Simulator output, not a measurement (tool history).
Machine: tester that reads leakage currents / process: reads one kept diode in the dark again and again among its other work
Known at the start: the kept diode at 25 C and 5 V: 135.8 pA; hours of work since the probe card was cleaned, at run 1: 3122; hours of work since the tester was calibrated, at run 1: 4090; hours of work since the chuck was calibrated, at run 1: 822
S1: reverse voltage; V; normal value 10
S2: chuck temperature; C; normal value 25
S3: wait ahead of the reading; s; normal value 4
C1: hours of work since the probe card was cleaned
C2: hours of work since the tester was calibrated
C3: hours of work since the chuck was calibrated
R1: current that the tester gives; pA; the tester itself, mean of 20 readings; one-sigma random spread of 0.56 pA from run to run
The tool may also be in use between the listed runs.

Run 1, hour 0: usual settings; C1 3122; C2 4090; C3 822. Result: R1 167.11 pA.
At hour 77: probe card cleaned and baked.
Run 2, hour 135.9: usual settings; C1 45; C2 4191; C3 923. Result: R1 152.29 pA.
At hour 179: tester calibrated.
Run 3, hour 262.5: usual settings; C1 139; C2 63; C3 1017. Result: R1 152.86 pA.
At hour 313.9: chuck's temperature calibrated.
Run 4, hour 419.4: usual settings but S2 29 C; C1 256; C2 180; C3 80. Result: R1 197.3 pA.
Run 5, hour 538.4: usual settings but S2 29 C; C1 346; C2 270; C3 170. Result: R1 194.97 pA.
Run 6, hour 677.4: usual settings but S2 36 C, S3 2.9 s; C1 451; C2 375; C3 275. Result: R1 333.67 pA.
At hour 778.8: chuck's temperature calibrated, once more.
Run 7, hour 891.1: usual settings but S1 8.9 V, S2 36 C, S3 2.9 s; C1 611; C2 535; C3 85. Result: R1 415.55 pA.
Run 8, hour 1011.4: usual settings but S1 8.4 V, S2 42 C, S3 0.8 s; C1 702; C2 626; C3 176. Result: R1 622.91 pA.
Run 9, hour 1283.7: usual settings but S1 9.7 V, S2 30 C, S3 3.42 s; C1 908; C2 832; C3 382. Result: R1 261.12 pA.
Run 10, hour 1514.1: usual settings but S3 8.97 s; C1 1082; C2 1006; C3 556. Result: R1 173.96 pA.

Alternative continuations, all from the tool just after run 10; predict every row:
Run A, hour 1794.6: usual settings but S1 6.2 V, S2 33 C, S3 6.58 s; C1 1294; C2 1218; C3 768. Result: R1 ?.
Run B, hour 1794.6: usual settings but S1 14.8 V, S3 8.97 s; C1 1294; C2 1218; C3 768. Result: R1 ?.
Run C, hour 1794.6: usual settings but S1 1.8 V, S2 57 C, S3 2.3 s; C1 1294; C2 1218; C3 768. Result: R1 ?.

run      R1
  A  254.88
  B  203.31
  C  828.91
Take away the tool's hidden state, keep each run's random variation, and the runs would have read:
run      R1
  A  281.52
  B  220.58
  C  911.65
